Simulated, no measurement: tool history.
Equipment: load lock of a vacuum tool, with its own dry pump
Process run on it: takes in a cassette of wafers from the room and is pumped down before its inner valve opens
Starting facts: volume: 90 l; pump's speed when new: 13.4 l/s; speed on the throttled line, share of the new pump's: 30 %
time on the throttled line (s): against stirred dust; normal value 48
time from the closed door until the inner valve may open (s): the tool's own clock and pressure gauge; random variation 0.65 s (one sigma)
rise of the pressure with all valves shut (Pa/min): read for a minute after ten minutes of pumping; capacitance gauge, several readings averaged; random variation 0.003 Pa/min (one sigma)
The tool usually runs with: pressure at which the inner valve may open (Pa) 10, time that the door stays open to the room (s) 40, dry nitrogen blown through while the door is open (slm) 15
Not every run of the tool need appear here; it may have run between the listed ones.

| run | hour | time on the throttled line (s) | pressure at which the inner valve may open (Pa) | time that the door stays open to the room (s) | dry nitrogen blown through while the door is open (slm) | incoming humidity of the room's air, % | time from the closed door until the inner valve may open (s) | rise of the pressure with all valves shut (Pa/min) |
|---|---|---|---|---|---|---|---|---|
| 1 | 0 | 48 | 10 | 40 | 15 | 48.3 | 98.3 | 0.14 |
| 2 | 360.2 | 48 | 10 | 40 | 15 | 45.5 | 98.1 | 0.147 |
| 3 | 683 | 48 | 10 | 40 | 15 | 43.6 | 100.3 | 0.155 |
| 4 | 1006.3 | 48 | 10 | 40 | 15 | 44.4 | 99.8 | 0.157 |
| 5 | 1311.1 | 28 | 10 | 40 | 15 | 44.2 | 86.9 | 0.166 |
| 6 | 1633.9 | 28 | 10 | 40 | 15 | 46.9 | 86.8 | 0.181 |
| 7 | 2065 | 28 | 10 | 40 | 15 | 46.3 | 87.5 | 0.181 |
| 8 | 2433.7 | 28 | 10 | 40 | 15 | 45.7 | 88 | 0.195 |
| 9 | 2896.9 | 28 | 10 | 40 | 15 | 47.6 | 88.2 | 0.212 |
| 10 | 3307.2 | 53 | 10 | 40 | 15 | 43.4 | 106.9 | 0.213 |
| 11 | 3563.5 | 53 | 10 | 40 | 15 | 46.8 | 104.6 | 0.22 |
| 12 | 3780.4 | 53 | 10 | 40 | 15 | 46.2 | 105.5 | 0.231 |
| 13 | 4031.9 | 53 | 10 | 40 | 15 | 44.8 | 107.5 | 0.239 |
|  | 4460.8 | door's seal changed, seat wiped |
| 14 | 4493.8 | 35 | 18 | 40 | 44 | 42.5 | 91 | 0.015 |
| 15 | 4752.1 | 35 | 18 | 40 | 44 | 49 | 92.2 | 0.016 |
| 16 | 5240.8 | 50 | 18 | 103 | 16 | 44.8 | 100.8 | 0.029 |
| 17 | 5452.6 | 50 | 18 | 103 | 16 | 42.7 | 101.2 | 0.03 |
| 18 | 5841.4 | 48 | 7 | 41 | 35 | 39.6 | 108.5 | 0.021 |
| 19 | 6260.6 | 48 | 7 | 41 | 35 | 45.1 | 109.3 | 0.023 |
| 20 | 6726.4 | 28 | 16 | 42 | 10 | 43.6 | 89.4 | 0.035 |
| 21 | 7052.8 | 31 | 10 | 74 | 41 | 43.4 | 95.6 | 0.031 |
| 22 | 7386 | 51 | 14 | 74 | 41 | 44.2 | 106.9 | 0.034 |
| 23 | 7808.9 | 35 | 8 | 75 | 6 | 45.7 | 99.6 | 0.061 |
| 24 | 8093.3 | 48 | 10 | 57 | 5 | 44.3 | 108.5 | 0.057 |
| 25 | 8547.4 | 48 | 10 | 57 | 5 | 42.2 | 109.4 | 0.069 |
| 26 | 8772.9 | 48 | 10 | 57 | 5 | 43.6 | 109.5 | 0.064 |

Below are 3 alternative next runs, each starting from the tool's condition after run 26. Predict each:
| A | 9232.6 | 26 | 14 | 40 | 29 | 42.7 | ? | ? |
| B | 9232.6 | 62 | 16 | 125 | 15 | 46 | ? | ? |
| C | 9232.6 | 28 | 10 | 60 | 44 | 44.5 | ? | ? |

| run | time from the closed door until the inner valve may open (s) | rise of the pressure with all valves shut (Pa/min) |
|---|---|---|
| A | 93.3 | 0.05 |
| B | 113.7 | 0.072 |
| C | 97.5 | 0.047 |
Take away the tool's hidden state, keep each run's random variation, and the runs would have read:
| run | time from the closed door until the inner valve may open (s) | rise of the pressure with all valves shut (Pa/min) |
|---|---|---|
| A | 78.3 | 0.007 |
| B | 101.8 | 0.029 |
| C | 81.7 | 0.004 |

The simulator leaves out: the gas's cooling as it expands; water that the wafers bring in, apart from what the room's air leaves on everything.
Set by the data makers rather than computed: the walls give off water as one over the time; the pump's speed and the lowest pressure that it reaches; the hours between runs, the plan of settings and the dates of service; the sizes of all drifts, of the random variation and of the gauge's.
